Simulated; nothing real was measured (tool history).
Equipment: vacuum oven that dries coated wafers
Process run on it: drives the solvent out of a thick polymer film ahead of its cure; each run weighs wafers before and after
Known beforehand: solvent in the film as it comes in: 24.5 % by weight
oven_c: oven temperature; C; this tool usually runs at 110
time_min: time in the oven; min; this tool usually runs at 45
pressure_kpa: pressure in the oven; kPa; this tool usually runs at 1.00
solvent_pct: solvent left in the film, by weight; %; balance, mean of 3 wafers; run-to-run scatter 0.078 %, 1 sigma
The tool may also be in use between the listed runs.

run 1 hour=0.0 | oven_c=110 time_min=45 pressure_kpa=1.00 | solvent_pct=5.70
run 2 hour=12.4 | oven_c=110 time_min=45 pressure_kpa=1.00 | solvent_pct=5.75
run 3 hour=30.4 | oven_c=110 time_min=45 pressure_kpa=1.00 | solvent_pct=5.58
run 4 hour=47.7 | oven_c=110 time_min=45 pressure_kpa=1.00 | solvent_pct=5.64
run 5 hour=61.8 | oven_c=118 time_min=45 pressure_kpa=1.00 | solvent_pct=2.79
run 6 hour=73.9 | oven_c=118 time_min=45 pressure_kpa=1.00 | solvent_pct=2.85
run 7 hour=92.1 | oven_c=118 time_min=45 pressure_kpa=1.00 | solvent_pct=2.72
run 8 hour=108.1 | oven_c=110 time_min=58 pressure_kpa=1.00 | solvent_pct=4.08
run 9 hour=116.8 | oven_c=110 time_min=45 pressure_kpa=1.00 | solvent_pct=5.64
run 10 hour=133.9 | oven_c=117 time_min=45 pressure_kpa=1.00 | solvent_pct=3.00
run 11 hour=141.5 | oven_c=117 time_min=45 pressure_kpa=1.00 | solvent_pct=3.06
run 12 hour=152.3 | oven_c=117 time_min=45 pressure_kpa=1.00 | solvent_pct=3.07
run 13 hour=162.6 | oven_c=110 time_min=45 pressure_kpa=1.00 | solvent_pct=5.54
run 14 hour=170.2 | oven_c=110 time_min=45 pressure_kpa=1.00 | solvent_pct=5.57
run 15 hour=187.6 | oven_c=110 time_min=45 pressure_kpa=1.00 | solvent_pct=5.66
run 16 hour=198.4 | oven_c=110 time_min=45 pressure_kpa=1.00 | solvent_pct=5.62
run 17 hour=215.9 | oven_c=110 time_min=45 pressure_kpa=1.00 | solvent_pct=5.66
run 18 hour=233.8 | oven_c=110 time_min=45 pressure_kpa=1.00 | solvent_pct=5.55
run 19 hour=243.8 | oven_c=110 time_min=45 pressure_kpa=1.00 | solvent_pct=5.54
run 20 hour=256.3 | oven_c=110 time_min=45 pressure_kpa=1.00 | solvent_pct=5.71
run 21 hour=269.3 | oven_c=110 time_min=45 pressure_kpa=1.00 | solvent_pct=5.57
run 22 hour=277.2 | oven_c=122 time_min=75 pressure_kpa=0.77 | solvent_pct=0.51

What does the tool deliver on the next run?
run 23 hour=286.0 | oven_c=106 time_min=75 pressure_kpa=0.77 | solvent_pct=?

For run 23 the tool returned solvent_pct 3.78 %.
If the tool had no hidden condition, the same run with the same run-to-run variation would have returned solvent_pct 4.14 %.

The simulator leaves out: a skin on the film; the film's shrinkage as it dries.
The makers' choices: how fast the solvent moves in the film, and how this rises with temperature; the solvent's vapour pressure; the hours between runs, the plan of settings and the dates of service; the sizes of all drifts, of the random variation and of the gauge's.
